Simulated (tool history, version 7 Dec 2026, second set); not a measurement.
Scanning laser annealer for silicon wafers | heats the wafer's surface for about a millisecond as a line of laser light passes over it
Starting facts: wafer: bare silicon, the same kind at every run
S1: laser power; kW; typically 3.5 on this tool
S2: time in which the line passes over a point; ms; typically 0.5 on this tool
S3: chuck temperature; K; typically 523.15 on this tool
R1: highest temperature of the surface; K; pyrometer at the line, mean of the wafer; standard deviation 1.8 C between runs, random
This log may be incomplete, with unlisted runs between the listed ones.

{"run": 1, "hour": 0.0, "S1": 3.5, "S2": 0.5, "S3": 523.15, "R1": 1286.15}
{"run": 2, "hour": 45.6, "S1": 3.656, "S2": 0.5, "S3": 523.15, "R1": 1315.15}
{"run": 3, "hour": 91.1, "S1": 3.422, "S2": 0.5, "S3": 523.15, "R1": 1264.15}
{"run": 4, "hour": 140.1, "S1": 3.422, "S2": 0.5, "S3": 523.15, "R1": 1265.15}
{"run": 5, "hour": 168.8, "S1": 3.5, "S2": 0.456, "S3": 523.15, "R1": 1241.15}
{"run": 6, "hour": 197.3, "S1": 3.5, "S2": 0.456, "S3": 560.15, "R1": 1278.15}
{"run": 7, "hour": 237.9, "S1": 3.5, "S2": 0.456, "S3": 560.15, "R1": 1278.15}
{"run": 8, "hour": 285.2, "S1": 3.5, "S2": 0.5, "S3": 523.15, "R1": 1276.15}
{"run": 9, "hour": 327.3, "S1": 3.5, "S2": 0.5, "S3": 523.15, "R1": 1273.15}
{"run": 10, "hour": 362.3, "S1": 3.5, "S2": 0.5, "S3": 523.15, "R1": 1275.15}
{"hour": 368.7, "done": "laser's power meter calibrated"}
{"run": 11, "hour": 390.0, "S1": 3.5, "S2": 0.378, "S3": 523.15, "R1": 1164.15}
{"run": 12, "hour": 435.1, "S1": 3.332, "S2": 0.5, "S3": 523.15, "R1": 1235.15}
{"run": 13, "hour": 490.5, "S1": 3.5, "S2": 0.5, "S3": 523.15, "R1": 1266.15}
{"run": 14, "hour": 515.0, "S1": 3.5, "S2": 0.5, "S3": 523.15, "R1": 1269.15}
{"run": 15, "hour": 559.0, "S1": 3.5, "S2": 0.444, "S3": 523.15, "R1": 1218.15}
{"run": 16, "hour": 584.7, "S1": 3.732, "S2": 0.444, "S3": 518.15, "R1": 1254.15}
{"run": 17, "hour": 630.6, "S1": 3.732, "S2": 0.444, "S3": 518.15, "R1": 1254.15}
{"hour": 674.8, "done": "laser's power meter calibrated, once more"}
{"run": 18, "hour": 674.8, "S1": 3.209, "S2": 0.444, "S3": 518.15, "R1": 1155.15}
{"run": 19, "hour": 717.5, "S1": 3.5, "S2": 0.381, "S3": 523.15, "R1": 1156.15}

Run 20 comes next. What will it give?
{"hour": 756.1, "done": "window over the wafer cleaned"}
{"hour": 761.1, "done": "optics aligned, line set to its width"}
{"run": 20, "hour": 765.2, "S1": 3.5, "S2": 0.518, "S3": 523.15, "R1": "?"}

Run 20 yielded R1 1309.15 K.
Minus the tool's unlogged condition, the same run would have read R1 1310.15 K.
